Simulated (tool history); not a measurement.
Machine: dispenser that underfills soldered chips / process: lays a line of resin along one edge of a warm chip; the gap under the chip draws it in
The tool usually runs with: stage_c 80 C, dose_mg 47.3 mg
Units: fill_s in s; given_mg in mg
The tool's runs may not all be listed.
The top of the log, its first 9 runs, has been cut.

run    day  stage_c  dose_mg  fill_s  given_mg
 10  2.629       80     51.1   182.2     48.66
     2.717  -- new syringe of resin
 11  2.817       80     48.7   131.3     46.37
 12  3.096       80     48.7   154.5     46.07
 13  3.342       80     48.7   177.8     46.15
     3.533  -- dispensing valve cleaned and set on the balance
     3.579  -- new syringe of resin
 14  3.600       80     47.3   131.7     47.29
 15  3.825       80     47.3   145.3     47.14
 16  4.112       80     54.7   170.1     54.02
     4.383  -- new syringe of resin
 17  4.454       80     54.7   127.7     53.89
 18  4.804       80     47.3   161.4     46.50
 19  5.025       80     47.3   182.7     46.10
     5.200  -- new syringe of resin
 20  5.292       74     54.6   162.2     53.68
 21  5.521       70     52.5   218.3     51.69
 22  5.896       85     41.0   165.0     39.89

Run 23, settings as shown, results not yet in. Your forecast:
     6.012  -- new syringe of resin
 23  6.304       85     41.0       ?         ?

{"run 23": {"fill_s": 134.4, "given_mg": 39.47}}
With the hidden condition absent and the run-to-run variation left alone, this run would have shown fill_s 105.9 s, given_mg 40.83 mg.

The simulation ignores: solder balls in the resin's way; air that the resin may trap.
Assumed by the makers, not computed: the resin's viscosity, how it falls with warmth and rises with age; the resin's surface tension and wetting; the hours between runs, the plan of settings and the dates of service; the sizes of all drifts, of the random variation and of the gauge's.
